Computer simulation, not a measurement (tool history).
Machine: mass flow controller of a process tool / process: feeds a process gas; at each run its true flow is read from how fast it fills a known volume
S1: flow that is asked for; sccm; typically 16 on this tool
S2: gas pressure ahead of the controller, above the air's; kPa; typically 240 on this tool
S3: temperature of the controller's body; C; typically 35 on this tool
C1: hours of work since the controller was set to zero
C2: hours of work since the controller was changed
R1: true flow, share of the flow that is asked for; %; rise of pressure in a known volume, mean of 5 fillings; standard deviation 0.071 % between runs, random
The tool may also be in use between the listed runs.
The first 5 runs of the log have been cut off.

run    hour  S1   S2  S3    C1    C2      R1
  6  1778.8  16  240  23  1816  1816  100.44
  7    2105  16  240  23  1925  1925  100.45
  8  2446.1  16  240  35  2039  2039  100.77
  9  2641.8  16  240  35  2105  2105  100.96
 10  2982.5  16  240  40  2219  2219  101.08
 11  3356.4  16  240  35  2345  2345  100.93
 12    3597   8  240  35  2425  2425  100.34
 13  3821.4   8  240  35  2500  2500  100.35
 14  4155.3   8  240  35  2612  2612  100.47
 15  4587.8  16  240  35  2757  2757  101.12
 16  5049.2  16  240  35  2912  2912  101.09
 17  5479.9  16  240  35  3056  3056  101.16
 18  5670.3  16  240  35  3120  3120  101.22
 19  5901.3  16  240  35  3198  3198  101.09
 20  6110.1   7  240  35  3267  3267  100.23
 21  6390.7   7  240  20  3362  3362   99.66

Predict the results of run 22:
 22  6823.7   7  166  31  3507  3507   ?

Run 22 measured R1 99.95 %.
The same run, on a tool lacking any hidden state, would have yielded R1 99.84 %.

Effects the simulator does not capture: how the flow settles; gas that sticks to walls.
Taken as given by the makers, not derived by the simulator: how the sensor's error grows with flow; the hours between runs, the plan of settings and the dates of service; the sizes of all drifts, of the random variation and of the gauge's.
